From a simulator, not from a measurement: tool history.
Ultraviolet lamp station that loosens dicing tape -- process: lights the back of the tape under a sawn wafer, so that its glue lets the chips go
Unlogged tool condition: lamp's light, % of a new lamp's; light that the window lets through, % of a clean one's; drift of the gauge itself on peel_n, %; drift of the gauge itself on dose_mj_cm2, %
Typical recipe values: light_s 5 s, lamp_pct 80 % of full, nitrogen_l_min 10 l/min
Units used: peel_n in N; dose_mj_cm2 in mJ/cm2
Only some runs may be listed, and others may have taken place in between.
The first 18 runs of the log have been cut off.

run	hour	light_s	lamp_pct	nitrogen_l_min	hours of work of the lamp	hours of work since the window was cleaned	peel_n	dose_mj_cm2
19	383.0	5	80	10	511	173	0.315	267
20	408.9	5	80	10	521	183	0.312	263
21	424.7	5	80	5	528	190	0.586	264
22	437.8	5	80	5	533	195	0.589	264
23	452.1	4	64	18	539	201	0.584	168
24	469.9	4	64	18	546	208	0.589	165
25	484.4	4	64	18	552	214	0.589	166
26	511.5	4	64	18	563	225	0.607	165
27	531.1	4	64	18	571	233	0.581	164
28	547.3	4	64	18	577	239	0.566	160
29	569.8	4	81	5	586	248	0.912	208
30	594.6	8	76	5	596	258	0.273	388
31	608.8	2	61	10	602	264	2.094	78
32	634.8	3	71	18	613	274	0.865	130
# hour 647.0: window cleaned of glue's vapour
33	662.9	3	71	18	624	6	0.788	141
34	679.3	3	99	6	630	13	0.819	196
35	707.6	10	81	3	642	24	0.201	522
36	730.4	10	81	3	651	34	0.220	531
37	758.8	3	81	3	662	45	1.691	155
38	782.1	7	80	10	672	54	0.157	358
39	810.0	7	80	11	683	66	0.153	361
40	837.3	7	80	11	694	77	0.163	360
41	865.3	7	60	10	705	88	0.326	269
42	886.7	4	69	7	714	97	0.907	177

Alternative continuations, all from the tool just after run 42; predict every row:
A	912.2	4	85	18	724	107	?	?
B	912.2	4	69	6	724	107	?	?
C	912.2	5	80	13	724	107	?	?
D	912.2	4	78	7	724	107	?	?
E	912.2	5	80	18	724	107	?	?

run	peel_n	dose_mj_cm2
A	0.338	211
B	1.059	176
C	0.307	249
D	0.798	201
E	0.232	250
Without the tool's unlogged condition, the same runs would have read:
run	peel_n	dose_mj_cm2
A	0.206	267
B	0.720	222
C	0.189	316
D	0.515	253
E	0.146	317
